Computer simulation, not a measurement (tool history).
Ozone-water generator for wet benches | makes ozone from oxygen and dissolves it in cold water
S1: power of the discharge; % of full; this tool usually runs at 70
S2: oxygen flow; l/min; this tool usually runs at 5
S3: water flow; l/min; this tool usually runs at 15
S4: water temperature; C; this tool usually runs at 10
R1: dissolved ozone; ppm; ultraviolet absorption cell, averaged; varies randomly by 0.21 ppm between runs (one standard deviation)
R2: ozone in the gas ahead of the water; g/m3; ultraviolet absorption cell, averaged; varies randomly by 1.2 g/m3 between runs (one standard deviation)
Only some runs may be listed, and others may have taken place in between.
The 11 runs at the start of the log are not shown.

run 12 day=9.771 | S1=70 S2=5 S3=15 S4=10 | R1=30 R2=215
run 13 day=11.042 | S1=70 S2=5 S3=15 S4=10 | R1=30.3 R2=215.6
run 14 day=11.862 | S1=70 S2=5 S3=15 S4=10 | R1=30.2 R2=215.2
run 15 day=12.846 | S1=70 S2=5 S3=15 S4=10 | R1=30.1 R2=214.6
run 16 day=13.738 | S1=70 S2=5 S3=15 S4=10 | R1=30.3 R2=212.8
run 17 day=15.104 | S1=70 S2=5 S3=15 S4=10 | R1=30.5 R2=213.9
run 18 day=15.971 | S1=42 S2=5.08 S3=12 S4=10 | R1=24.8 R2=147
run 19 day=16.712 | S1=42 S2=5.08 S3=12 S4=10 | R1=24.5 R2=146.6
run 20 day=17.6 | S1=66 S2=8.73 S3=15 S4=14 | R1=27.1 R2=158.1
run 21 day=18.679 | S1=66 S2=8.73 S3=15 S4=14 | R1=27.1 R2=159
run 22 day=20.125 | S1=81 S2=3.66 S3=14 S4=6 | R1=35.6 R2=275
run 23 day=20.888 | S1=88 S2=5 S3=15 S4=6 | R1=37.5 R2=251.5
run 24 day=21.762 | S1=88 S2=5 S3=15 S4=6 | R1=37.4 R2=253.5
run 25 day=22.712 | S1=70 S2=5 S3=10 S4=10 | R1=39.4 R2=212.7
run 26 day=24.017 | S1=91 S2=5 S3=14 S4=16 | R1=35 R2=260.1
run 27 day=25.071 | S1=70 S2=5 S3=12 S4=10 | R1=35.5 R2=213.4
run 28 day=26.262 | S1=74 S2=5 S3=15 S4=10 | R1=31.4 R2=224
run 29 day=27.404 | S1=74 S2=5 S3=15 S4=10 | R1=31.3 R2=222.2
run 30 day=28.146 | S1=62 S2=5 S3=15 S4=13 | R1=26.3 R2=196.2
run 31 day=29.054 | S1=84 S2=3.14 S3=17 S4=7 | R1=29.2 R2=299.9
run 32 day=29.675 | S1=84 S2=3.14 S3=17 S4=7 | R1=29 R2=301.7
run 33 day=30.533 | S1=73 S2=5 S3=15 S4=6 | R1=32.4 R2=219.8

Forecast each of these 4 alternatives for the next run:
-- day=31.242 contactor cleaned
run A day=31.604 | S1=53 S2=5 S3=15 S4=11 | R1=? R2=?
-- day=31.242 contactor cleaned
run B day=31.604 | S1=43 S2=5.24 S3=21 S4=6 | R1=? R2=?
-- day=31.242 contactor cleaned
run C day=31.604 | S1=73 S2=3.24 S3=15 S4=5 | R1=? R2=?
-- day=31.242 contactor cleaned
run D day=31.604 | S1=70 S2=2.87 S3=15 S4=10 | R1=? R2=?

run=A R1=25.1 R2=174.5
run=B R1=17.4 R2=147.1
run=C R1=31.9 R2=268.1
run=D R1=28.5 R2=275.4
Had the tool no hidden state, the same runs would have come out as:
run=A R1=25.3 R2=175.6
run=B R1=17.5 R2=147.8
run=C R1=32.2 R2=270.1
run=D R1=28.8 R2=277.4
